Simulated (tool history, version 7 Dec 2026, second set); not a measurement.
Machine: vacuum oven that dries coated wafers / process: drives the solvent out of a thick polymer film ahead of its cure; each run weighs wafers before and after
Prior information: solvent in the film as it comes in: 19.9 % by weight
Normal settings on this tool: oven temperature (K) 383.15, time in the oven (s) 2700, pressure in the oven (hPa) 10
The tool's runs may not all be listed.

Run 1, day 0: usual settings. Result: solvent left in the film (%) 2.83.
Run 2, day 0.471: usual settings. Result: solvent left in the film (%) 2.89.
Run 3, day 1.117: usual settings. Result: solvent left in the film (%) 2.84.
Run 4, day 2.012: usual settings. Result: solvent left in the film (%) 2.82.
Run 5, day 2.629: usual settings. Result: solvent left in the film (%) 2.9.
Run 6, day 3.408: usual settings. Result: solvent left in the film (%) 3.
Run 7, day 3.846: usual settings. Result: solvent left in the film (%) 2.98.
Run 8, day 4.65: usual settings but oven temperature (K) 388.15. Result: solvent left in the film (%) 1.91.
Run 9, day 5.421: usual settings but oven temperature (K) 388.15. Result: solvent left in the film (%) 1.98.
Run 10, day 6.175: usual settings but oven temperature (K) 388.15. Result: solvent left in the film (%) 1.93.
Run 11, day 6.579: usual settings. Result: solvent left in the film (%) 3.01.
Run 12, day 7.271: usual settings. Result: solvent left in the film (%) 2.9.
Run 13, day 7.767: usual settings. Result: solvent left in the film (%) 2.96.
Run 14, day 8.538: usual settings. Result: solvent left in the film (%) 2.95.
Run 15, day 8.912: usual settings. Result: solvent left in the film (%) 2.98.
Run 16, day 9.546: usual settings. Result: solvent left in the film (%) 2.9.
Run 17, day 10.104: usual settings. Result: solvent left in the film (%) 2.84.
Run 18, day 10.733: usual settings. Result: solvent left in the film (%) 3.01.
Run 19, day 11.125: usual settings but pressure in the oven (hPa) 11.3. Result: solvent left in the film (%) 3.09.
Run 20, day 11.812: usual settings but pressure in the oven (hPa) 11.3. Result: solvent left in the film (%) 3.04.
Run 21, day 12.575: usual settings but pressure in the oven (hPa) 11.3. Result: solvent left in the film (%) 3.03.
Run 22, day 12.992: usual settings but pressure in the oven (hPa) 6.8. Result: solvent left in the film (%) 2.73.
Run 23, day 13.533: usual settings but pressure in the oven (hPa) 14.3. Result: solvent left in the film (%) 3.4.
Run 24, day 14.079: usual settings but pressure in the oven (hPa) 14.3. Result: solvent left in the film (%) 3.35.
Run 25, day 14.617: usual settings but oven temperature (K) 371.15, time in the oven (s) 2160, pressure in the oven (hPa) 24.2. Result: solvent left in the film (%) 9.06.
Run 26, day 15.329: usual settings but oven temperature (K) 371.15, time in the oven (s) 2160, pressure in the oven (hPa) 24.2. Result: solvent left in the film (%) 8.86.
Run 27, day 15.975: usual settings but oven temperature (K) 371.15, time in the oven (s) 2160, pressure in the oven (hPa) 24.2. Result: solvent left in the film (%) 8.81.
At day 16.142: oven's thermocouples calibrated.
Run 28, day 16.662: usual settings but oven temperature (K) 372.15, time in the oven (s) 2220, pressure in the oven (hPa) 6.1. Result: solvent left in the film (%) 6.82.
Run 29, day 17.354: usual settings but oven temperature (K) 393.15, time in the oven (s) 1380, pressure in the oven (hPa) 5.5. Result: solvent left in the film (%) 3.4.
Run 30, day 18.142: usual settings but oven temperature (K) 388.15, time in the oven (s) 3960, pressure in the oven (hPa) 28.4. Result: solvent left in the film (%) 2.5.
Run 31, day 18.871: usual settings but oven temperature (K) 392.15, time in the oven (s) 2280, pressure in the oven (hPa) 17.5. Result: solvent left in the film (%) 2.29.
Run 32, day 19.425: usual settings but oven temperature (K) 396.15, time in the oven (s) 1680, pressure in the oven (hPa) 25.2. Result: solvent left in the film (%) 2.99.
Run 33, day 20.125: usual settings but oven temperature (K) 396.15, time in the oven (s) 1680, pressure in the oven (hPa) 25.2. Result: solvent left in the film (%) 3.14.
Run 34, day 20.654: usual settings but oven temperature (K) 390.15, time in the oven (s) 2880. Result: solvent left in the film (%) 1.5.
Run 35, day 21.079: usual settings but oven temperature (K) 381.15, time in the oven (s) 2880, pressure in the oven (hPa) 39. Result: solvent left in the film (%) 5.63.
At day 21.471: oven's thermocouples calibrated, once more.
Run 36, day 21.55: usual settings but oven temperature (K) 384.15, time in the oven (s) 2940. Result: solvent left in the film (%) 2.53.
Run 37, day 22.171: usual settings but oven temperature (K) 379.15, time in the oven (s) 4560, pressure in the oven (hPa) 5.5. Result: solvent left in the film (%) 1.62.
Run 38, day 23.025: usual settings but oven temperature (K) 394.15, time in the oven (s) 3480, pressure in the oven (hPa) 10.4. Result: solvent left in the film (%) 0.86.
Run 39, day 23.621: usual settings but oven temperature (K) 394.15, time in the oven (s) 3480, pressure in the oven (hPa) 10.4. Result: solvent left in the film (%) 0.92.
Run 40, day 24.383: usual settings but oven temperature (K) 394.15, time in the oven (s) 3480, pressure in the oven (hPa) 10.4. Result: solvent left in the film (%) 0.88.
Run 41, day 24.925: usual settings but oven temperature (K) 375.15, pressure in the oven (hPa) 5.1. Result: solvent left in the film (%) 4.66.
Run 42, day 25.317: usual settings but pressure in the oven (hPa) 25.8. Result: solvent left in the film (%) 4.25.
Run 43, day 25.738: usual settings but time in the oven (s) 2880. Result: solvent left in the film (%) 2.7.
Run 44, day 26.367: usual settings but oven temperature (K) 374.15, time in the oven (s) 2760, pressure in the oven (hPa) 6.2. Result: solvent left in the film (%) 5.07.
Run 45, day 26.875: usual settings but oven temperature (K) 392.15, time in the oven (s) 2340, pressure in the oven (hPa) 6.2. Result: solvent left in the film (%) 1.62.
Run 46, day 27.592: usual settings but oven temperature (K) 393.15. Result: solvent left in the film (%) 1.37.

Below, some changes in solvent left in the film (%) between adjacent runs. For each, the amount present without the hidden state too (settings, incoming material, random variation) and the amount remaining for the hidden state with gauge scatter not shared by both compared results:
Hidden state at play: true wafer temperature over the reading, C; true pressure over the reading, kPa; drift of the gauge itself on solvent_pct, %.
Run 24 -> 25: oven temperature (K) 383.15 -> 371.15, time in the oven (s) 2700 -> 2160, pressure in the oven (hPa) 14.3 -> 24.2. solvent left in the film (%) +5.71: hidden state +0.02, all else +5.69.
Run 34 -> 35: oven temperature (K) 390.15 -> 381.15, pressure in the oven (hPa) 10 -> 39. solvent left in the film (%) +4.13: hidden state +0.07, all else +4.06.
Run 35 -> 36: oven temperature (K) 381.15 -> 384.15, time in the oven (s) 2880 -> 2940, pressure in the oven (hPa) 39 -> 10, oven's thermocouples calibrated, once more. solvent left in the film (%) -3.1: hidden state -0.09, all else -3.01.
Run 40 -> 41: oven temperature (K) 394.15 -> 375.15, time in the oven (s) 3480 -> 2700, pressure in the oven (hPa) 10.4 -> 5.1. solvent left in the film (%) +3.78: hidden state +0.05, all else +3.73.

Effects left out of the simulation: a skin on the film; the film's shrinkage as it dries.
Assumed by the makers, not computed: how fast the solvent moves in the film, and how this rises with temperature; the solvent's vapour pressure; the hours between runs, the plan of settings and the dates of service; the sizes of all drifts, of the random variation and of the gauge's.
